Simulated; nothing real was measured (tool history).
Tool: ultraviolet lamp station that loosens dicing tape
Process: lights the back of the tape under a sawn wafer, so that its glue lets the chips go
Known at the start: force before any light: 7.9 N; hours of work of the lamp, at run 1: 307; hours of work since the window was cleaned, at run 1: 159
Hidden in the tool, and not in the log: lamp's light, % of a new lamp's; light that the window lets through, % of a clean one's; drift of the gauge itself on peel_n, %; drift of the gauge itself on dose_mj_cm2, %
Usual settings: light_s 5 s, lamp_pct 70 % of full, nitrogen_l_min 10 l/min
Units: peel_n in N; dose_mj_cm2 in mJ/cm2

run	hour	light_s	lamp_pct	nitrogen_l_min	hours of work of the lamp	hours of work since the window was cleaned	peel_n	dose_mj_cm2
1	0	5	70	10	307	159	0.742	229
2	22.1	5	70	6	317	170	1.142	223
3	37.4	5	70	6	325	177	1.169	225
4	66.2	5	70	6	338	190	1.167	220
5	88.6	5	70	6	348	200	1.221	227
6	103.6	5	70	6	355	207	1.184	219
7	131.6	5	70	6	368	220	1.215	220
8	151	5	70	6	377	229	1.25	220
9	162.7	5	70	10	383	235	0.819	215
10	187.6	5	70	10	394	246	0.816	214
11	215.2	5	70	10	407	259	0.835	211
12	231	9	78	10	414	267	0.146	423
13	247.9	9	78	10	422	274	0.135	427
14	267.5	3	62	10	431	283	2.42	110
15	283.3	3	62	10	439	291	2.349	112
16	299.2	3	85	10	446	298	1.555	153

Forecast run 17:
17	314.2	3	70	7	453	305	?	?

peel_n: 2.43 N
dose_mj_cm2: 124 mJ/cm2
Without the tool's hidden state the same run would have given peel_n 1.808 N, dose_mj_cm2 156 mJ/cm2.
